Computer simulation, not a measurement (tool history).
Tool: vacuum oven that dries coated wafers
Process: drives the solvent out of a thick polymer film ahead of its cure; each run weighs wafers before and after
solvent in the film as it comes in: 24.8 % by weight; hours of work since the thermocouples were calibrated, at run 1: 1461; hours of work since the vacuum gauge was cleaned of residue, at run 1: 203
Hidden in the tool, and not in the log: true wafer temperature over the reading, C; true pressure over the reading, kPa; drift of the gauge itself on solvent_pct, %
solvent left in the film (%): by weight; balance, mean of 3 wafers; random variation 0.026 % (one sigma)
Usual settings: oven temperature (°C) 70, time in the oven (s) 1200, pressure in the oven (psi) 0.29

| run | hour | oven temperature (°C) | time in the oven (s) | pressure in the oven (psi) | hours of work since the thermocouples were calibrated | hours of work since the vacuum gauge was cleaned of residue | solvent left in the film (%) |
|---|---|---|---|---|---|---|---|
| 1 | 0 | 70 | 1200 | 0.29 | 1461 | 203 | 4.28 |
| 2 | 50.2 | 70 | 1200 | 0.29 | 1485 | 227 | 4.31 |
| 3 | 94.3 | 70 | 1200 | 0.29 | 1506 | 249 | 4.31 |
| 4 | 124.2 | 70 | 1200 | 0.178 | 1521 | 263 | 4.02 |
| 5 | 182.8 | 70 | 1200 | 0.178 | 1550 | 292 | 3.95 |
| 6 | 215.3 | 57 | 1200 | 0.178 | 1565 | 308 | 11.16 |
|  | 261.2 | oven's thermocouples calibrated |
| 7 | 264.4 | 57 | 1200 | 0.178 | 2 | 331 | 11.17 |
| 8 | 326.1 | 57 | 1200 | 0.178 | 32 | 361 | 11.21 |
| 9 | 377.8 | 57 | 1200 | 0.178 | 57 | 386 | 11.34 |
| 10 | 424.9 | 57 | 1200 | 0.178 | 80 | 409 | 11.21 |
| 11 | 465.8 | 57 | 1200 | 0.178 | 100 | 429 | 11.17 |
| 12 | 514.8 | 70 | 1200 | 0.29 | 124 | 453 | 4.32 |
| 13 | 575.7 | 70 | 1200 | 0.29 | 153 | 482 | 4.3 |
| 14 | 601.8 | 70 | 1200 | 0.29 | 166 | 495 | 4.33 |
| 15 | 637.9 | 70 | 1740 | 0.29 | 184 | 513 | 2.53 |
| 16 | 685.4 | 70 | 1740 | 0.29 | 207 | 536 | 2.51 |
| 17 | 730.3 | 74 | 1200 | 0.29 | 229 | 558 | 2.69 |
| 18 | 762.7 | 74 | 1200 | 0.168 | 244 | 574 | 2.37 |
| 19 | 812 | 74 | 1200 | 0.168 | 268 | 598 | 2.36 |
| 20 | 847.7 | 70 | 1200 | 0.29 | 286 | 615 | 4.36 |
| 21 | 911.1 | 70 | 2040 | 0.29 | 317 | 646 | 1.94 |
| 22 | 971 | 70 | 2040 | 0.29 | 346 | 675 | 1.96 |
| 23 | 1012.2 | 70 | 2040 | 0.19 | 366 | 695 | 1.64 |
| 24 | 1042.1 | 70 | 600 | 0.567 | 381 | 710 | 9.61 |
| 25 | 1087.6 | 70 | 600 | 0.567 | 403 | 732 | 9.62 |
| 26 | 1146.6 | 70 | 600 | 0.567 | 432 | 761 | 9.64 |
| 27 | 1181.2 | 70 | 600 | 0.567 | 448 | 778 | 9.62 |
| 28 | 1219 | 70 | 600 | 1.076 | 467 | 796 | 10.74 |
| 29 | 1263.5 | 66 | 1500 | 0.2 | 489 | 818 | 4.56 |
| 30 | 1307.7 | 66 | 1500 | 0.2 | 510 | 839 | 4.62 |
| 31 | 1343.9 | 66 | 1500 | 0.2 | 528 | 857 | 4.62 |
| 32 | 1380.2 | 70 | 1200 | 0.312 | 545 | 875 | 4.36 |
| 33 | 1422.8 | 81 | 1680 | 0.534 | 566 | 895 | 1.24 |
| 34 | 1466 | 81 | 1680 | 0.534 | 587 | 916 | 1.24 |
| 35 | 1498.6 | 81 | 1380 | 0.177 | 603 | 932 | 0.62 |
| 36 | 1551.5 | 81 | 1380 | 0.177 | 629 | 958 | 0.63 |
| 37 | 1603.6 | 81 | 1380 | 0.177 | 654 | 983 | 0.62 |
| 38 | 1648.3 | 81 | 1380 | 0.177 | 676 | 1005 | 0.62 |
| 39 | 1686.7 | 64 | 720 | 0.316 | 695 | 1024 | 11.08 |
| 40 | 1728.7 | 64 | 720 | 0.316 | 715 | 1044 | 11.16 |
| 41 | 1767.2 | 63 | 780 | 0.966 | 734 | 1063 | 12.84 |
| 42 | 1812.8 | 80 | 1020 | 0.368 | 756 | 1085 | 1.74 |
| 43 | 1841.4 | 80 | 1020 | 0.368 | 770 | 1099 | 1.74 |

How the hidden state differs across the entries between the runs, from the last listed run before each to the first after it:
Between runs 6 and 7: oven's thermocouples calibrated (hour 261.2)
  true wafer temperature over the reading, C: 0.07 -> 0.03; true pressure over the reading, kPa: 0.003 -> 0.004
  measured less the result without the state, solvent left in the film (%): -0.04 -> -0.02
